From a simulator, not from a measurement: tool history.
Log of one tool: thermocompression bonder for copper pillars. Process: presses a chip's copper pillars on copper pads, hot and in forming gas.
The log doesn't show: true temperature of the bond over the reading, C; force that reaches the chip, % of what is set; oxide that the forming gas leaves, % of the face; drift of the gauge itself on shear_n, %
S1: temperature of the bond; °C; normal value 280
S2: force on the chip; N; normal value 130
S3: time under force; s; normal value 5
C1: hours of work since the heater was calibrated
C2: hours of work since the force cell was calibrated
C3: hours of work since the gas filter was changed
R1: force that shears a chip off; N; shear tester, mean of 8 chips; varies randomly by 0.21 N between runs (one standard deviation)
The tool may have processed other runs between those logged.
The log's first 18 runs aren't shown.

{"run": 19, "hour": 405.7, "S1": 299, "S2": 130, "S3": 5, "C1": 111, "C2": 572, "C3": 98, "R1": 43.9}
{"run": 20, "hour": 420.7, "S1": 280, "S2": 86, "S3": 9, "C1": 122, "C2": 583, "C3": 110, "R1": 34.6}
{"run": 21, "hour": 437.3, "S1": 267, "S2": 130, "S3": 6, "C1": 135, "C2": 596, "C3": 123, "R1": 33.4}
{"run": 22, "hour": 464.2, "S1": 280, "S2": 147, "S3": 8, "C1": 156, "C2": 617, "C3": 144, "R1": 45.4}
{"run": 23, "hour": 482.8, "S1": 257, "S2": 130, "S3": 4, "C1": 171, "C2": 632, "C3": 158, "R1": 25.2}
{"run": 24, "hour": 505.6, "S1": 302, "S2": 78, "S3": 7, "C1": 189, "C2": 650, "C3": 176, "R1": 36.2}
{"run": 25, "hour": 530.4, "S1": 280, "S2": 116, "S3": 5, "C1": 208, "C2": 669, "C3": 196, "R1": 33.2}
{"run": 26, "hour": 551.5, "S1": 253, "S2": 112, "S3": 8, "C1": 225, "C2": 686, "C3": 212, "R1": 27.9}
{"run": 27, "hour": 575.2, "S1": 251, "S2": 90, "S3": 5, "C1": 243, "C2": 704, "C3": 231, "R1": 19.0}
{"run": 28, "hour": 589.1, "S1": 256, "S2": 108, "S3": 5, "C1": 254, "C2": 715, "C3": 241, "R1": 22.9}
{"run": 29, "hour": 615.0, "S1": 268, "S2": 155, "S3": 10, "C1": 274, "C2": 735, "C3": 262, "R1": 44.2}
{"hour": 623.9, "done": "forming gas filter changed"}
{"run": 30, "hour": 647.2, "S1": 279, "S2": 103, "S3": 7, "C1": 299, "C2": 760, "C3": 18, "R1": 37.0}
{"run": 31, "hour": 675.4, "S1": 260, "S2": 162, "S3": 7, "C1": 321, "C2": 782, "C3": 40, "R1": 40.1}

Alternative continuations, all from the tool just after run 31; predict every row:
{"run": "A", "hour": 705.6, "S1": 296, "S2": 181, "S3": 7, "C1": 345, "C2": 806, "C3": 64, "R1": "?"}
{"run": "B", "hour": 705.6, "S1": 260, "S2": 162, "S3": 5, "C1": 345, "C2": 806, "C3": 64, "R1": "?"}
{"run": "C", "hour": 705.6, "S1": 301, "S2": 130, "S3": 5, "C1": 345, "C2": 806, "C3": 64, "R1": "?"}
{"run": "D", "hour": 705.6, "S1": 265, "S2": 114, "S3": 3, "C1": 345, "C2": 806, "C3": 64, "R1": "?"}

run=A R1=58.2
run=B R1=35.3
run=C R1=46.5
run=D R1=23.7
With the hidden condition removed and each run's random variation left untouched, the same runs would have given:
run=A R1=57.9
run=B R1=34.5
run=C R1=46.0
run=D R1=23.1
